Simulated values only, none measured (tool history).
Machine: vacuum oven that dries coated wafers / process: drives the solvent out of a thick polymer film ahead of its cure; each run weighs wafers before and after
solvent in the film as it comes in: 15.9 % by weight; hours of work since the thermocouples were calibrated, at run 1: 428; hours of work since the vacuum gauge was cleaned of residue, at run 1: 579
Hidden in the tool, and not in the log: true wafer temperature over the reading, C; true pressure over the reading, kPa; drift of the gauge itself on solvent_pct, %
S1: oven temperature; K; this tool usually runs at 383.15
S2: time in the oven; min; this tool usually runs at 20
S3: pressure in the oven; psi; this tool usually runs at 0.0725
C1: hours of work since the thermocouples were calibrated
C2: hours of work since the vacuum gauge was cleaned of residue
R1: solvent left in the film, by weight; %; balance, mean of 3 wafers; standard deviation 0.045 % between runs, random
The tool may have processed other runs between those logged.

run,hour,S1,S2,S3,C1,C2,R1
1,0.0,383.15,20,0.0725,428,579,2.82
2,12.7,383.15,20,0.0725,435,587,2.92
3,34.2,383.15,20,0.0725,449,601,2.80
4,56.3,383.15,20,0.0725,462,614,2.77
5,66.5,383.15,20,0.0725,469,621,2.74
6,80.2,383.15,20,0.0725,477,629,2.84
7,91.0,383.15,20,0.0725,484,636,2.81
8,109.7,384.15,20,0.0725,496,648,2.61
9,127.8,383.15,20,0.2896,507,659,3.69
10,144.8,383.15,20,0.2896,517,669,3.70
11,165.6,383.15,19,0.0725,530,682,3.05
12,186.7,383.15,19,0.0725,543,695,3.10
13,196.0,383.15,20,0.0725,549,701,2.83
14,216.9,383.15,20,0.0628,562,714,2.68
15,239.7,383.15,13,0.0628,576,728,4.58
16,261.9,383.15,27,0.0725,590,742,1.76
17,274.8,383.15,27,0.0381,598,750,1.59
18,285.1,383.15,27,0.0381,604,756,1.60
19,298.7,387.15,20,0.0725,613,765,2.02
20,316.5,387.15,20,0.0725,624,776,2.06
21,334.6,387.15,20,0.0725,635,787,1.99
22,350.3,387.15,20,0.0725,645,797,1.99
23,368.0,387.15,20,0.0725,656,808,1.98
24,380.4,387.15,20,0.0725,664,816,1.96
25,391.4,387.15,20,0.0725,670,822,2.04
26,407.3,383.15,21,0.0725,680,832,2.61
27,418.0,378.15,20,0.1801,687,839,4.40
28,432.1,397.15,11,0.0587,696,848,2.33
29,442.8,383.15,20,0.1017,702,854,2.87
30,460.8,383.15,20,0.1017,714,866,2.89
31,476.5,384.15,28,0.1542,723,875,1.79
32,498.6,383.15,20,0.1123,737,889,2.96
33,509.5,388.15,14,0.0725,744,896,3.12
34,530.1,377.15,19,0.1566,757,909,4.66
35,540.0,368.15,28,0.2706,763,915,5.99
36,551.6,368.15,10,0.2706,770,922,9.74
37,574.2,368.15,10,0.2706,784,936,9.68
38,592.4,394.15,10,0.2706,795,947,3.88
39,609.3,394.15,10,0.2706,806,958,3.92
40,631.3,394.15,10,0.2706,819,971,3.80
41,654.1,382.15,21,0.1781,833,985,3.15
42,670.0,383.15,14,0.0725,843,995,4.29
# hour 680.3: vacuum gauge cleaned of residue and calibrated
43,683.3,388.15,24,0.2287,851,2,1.85
44,705.3,388.15,24,0.2287,864,16,1.77
45,723.7,380.15,20,0.2796,876,27,4.12
46,740.9,382.15,14,0.0725,886,38,4.31
47,753.0,382.15,28,0.0393,894,45,1.52

Forecast each of these 4 alternatives for the next run:
A,766.1,379.15,28,0.0896,902,53,?
B,766.1,396.15,19,0.1827,902,53,?
C,766.1,369.15,20,0.0725,902,53,?
D,766.1,383.15,20,0.0653,902,53,?

run,R1
A,2.19
B,1.20
C,5.82
D,2.62
What these runs would have given with no unlogged condition in the tool:
run,R1
A,2.49
B,1.37
C,6.23
D,2.95
